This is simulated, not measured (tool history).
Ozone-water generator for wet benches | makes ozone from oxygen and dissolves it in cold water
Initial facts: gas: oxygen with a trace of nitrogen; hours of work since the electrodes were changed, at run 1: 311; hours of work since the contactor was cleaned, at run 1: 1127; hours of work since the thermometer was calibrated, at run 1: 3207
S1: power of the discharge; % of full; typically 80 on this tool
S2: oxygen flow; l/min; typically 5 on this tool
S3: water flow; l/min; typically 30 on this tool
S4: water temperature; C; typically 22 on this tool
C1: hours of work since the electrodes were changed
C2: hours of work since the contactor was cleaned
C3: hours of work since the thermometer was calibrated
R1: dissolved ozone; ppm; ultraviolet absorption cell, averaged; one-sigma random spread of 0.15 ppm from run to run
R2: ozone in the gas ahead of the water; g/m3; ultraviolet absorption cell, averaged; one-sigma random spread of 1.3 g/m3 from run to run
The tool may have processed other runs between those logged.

{"run": 1, "hour": 0.0, "S1": 80, "S2": 5, "S3": 30, "S4": 22, "C1": 311, "C2": 1127, "C3": 3207, "R1": 18.5, "R2": 235.7}
{"run": 2, "hour": 19.7, "S1": 80, "S2": 5, "S3": 30, "S4": 22, "C1": 330, "C2": 1146, "C3": 3225, "R1": 18.9, "R2": 237.8}
{"run": 3, "hour": 40.7, "S1": 80, "S2": 5, "S3": 30, "S4": 22, "C1": 350, "C2": 1165, "C3": 3245, "R1": 18.4, "R2": 237.1}
{"run": 4, "hour": 66.6, "S1": 80, "S2": 5, "S3": 30, "S4": 21, "C1": 374, "C2": 1190, "C3": 3269, "R1": 19, "R2": 235.3}
{"run": 5, "hour": 99.2, "S1": 80, "S2": 5, "S3": 27, "S4": 22, "C1": 405, "C2": 1220, "C3": 3300, "R1": 20.6, "R2": 234.7}
{"run": 6, "hour": 121.4, "S1": 80, "S2": 5, "S3": 27, "S4": 22, "C1": 426, "C2": 1241, "C3": 3321, "R1": 20.4, "R2": 236.4}
{"run": 7, "hour": 138.0, "S1": 80, "S2": 5, "S3": 27, "S4": 22, "C1": 441, "C2": 1257, "C3": 3336, "R1": 20.4, "R2": 235.3}
{"run": 8, "hour": 167.6, "S1": 80, "S2": 5, "S3": 30, "S4": 22, "C1": 469, "C2": 1285, "C3": 3364, "R1": 18.2, "R2": 235.4}
{"hour": 181.5, "done": "water thermometer calibrated"}
{"run": 9, "hour": 200.8, "S1": 80, "S2": 5, "S3": 30, "S4": 22, "C1": 500, "C2": 1316, "C3": 18, "R1": 18.4, "R2": 234.9}

Run 10 comes next. What will it give?
{"run": 10, "hour": 232.7, "S1": 97, "S2": 2.53, "S3": 20, "S4": 30, "C1": 530, "C2": 1346, "C3": 48, "R1": "?", "R2": "?"}

{"run 10": {"R1": 25.8, "R2": 381.7}}
Without the tool's hidden state the same run would have given R1 26.7 ppm, R2 387.5 g/m3.

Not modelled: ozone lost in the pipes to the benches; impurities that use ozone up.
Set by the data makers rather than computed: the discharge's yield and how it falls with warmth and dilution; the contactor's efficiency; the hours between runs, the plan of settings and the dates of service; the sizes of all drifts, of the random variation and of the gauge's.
